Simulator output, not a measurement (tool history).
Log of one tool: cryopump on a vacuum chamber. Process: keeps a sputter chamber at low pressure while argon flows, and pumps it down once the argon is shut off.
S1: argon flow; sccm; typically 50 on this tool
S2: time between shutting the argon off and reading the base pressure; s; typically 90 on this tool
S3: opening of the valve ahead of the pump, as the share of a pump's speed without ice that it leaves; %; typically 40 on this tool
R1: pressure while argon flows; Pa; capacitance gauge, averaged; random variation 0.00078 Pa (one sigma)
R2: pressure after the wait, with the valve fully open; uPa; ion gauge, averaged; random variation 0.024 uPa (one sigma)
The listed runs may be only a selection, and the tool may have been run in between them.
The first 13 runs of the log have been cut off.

run   hour  S1   S2  S3      R1    R2
 14  294.2  50   90  40  0.1528   1.8
 15  315.6  50   49  40  0.1532  2.34
 16  344.9  50   49  40  0.1525  2.39
 17  371.4  50   49  40  0.1535  2.44
 18  390.1  24  141  37  0.0796  1.66
 19  410.3  81  251  43  0.2332  1.52
 20  441.8  33  185  22  0.1816  1.64
 21  475.4  33  185  22  0.1832  1.64
 22    492  40  128  23  0.2118  1.93
 23  522.8  40  128  23  0.2127  1.94
 24  552.3  21  174  57  0.0469  1.87
 25  576.5  47   28  42  0.1409  3.66
 26  599.2  65   26  40  0.2024  3.86
 27  632.3  61  166  45  0.1721  2.05
 28  649.4  61  166  45  0.1695  2.01
 29  670.8  61  166  45  0.1702  2.13
 30  694.2  42   30  40  0.1338  3.71
 31  714.9  42   30  40   0.133  3.87
 32  738.5  42   30  40  0.1328  3.87
 33  764.7  39   90  40  0.1229   2.5

Below are 5 alternative next runs, each starting from the tool's condition after run 33. Predict each:
  A  783.5  60  90  29   ?   ?
  B  783.5  39  28  52   ?   ?
  C  783.5  50  90  15   ?   ?
  D  783.5  60  25  24   ?   ?
  E  783.5  86  88  15   ?   ?

run      R1    R2
  A  0.2571  2.52
  B   0.097  4.02
  C  0.4073  2.57
  D  0.3103  4.48
  E  0.7011  2.56
With the hidden condition removed and each run's random variation left untouched, the same runs would have given:
run      R1    R2
  A  0.2459  0.89
  B  0.0896  2.36
  C  0.3978  0.89
  D  0.2989  2.75
  E  0.6849  0.89
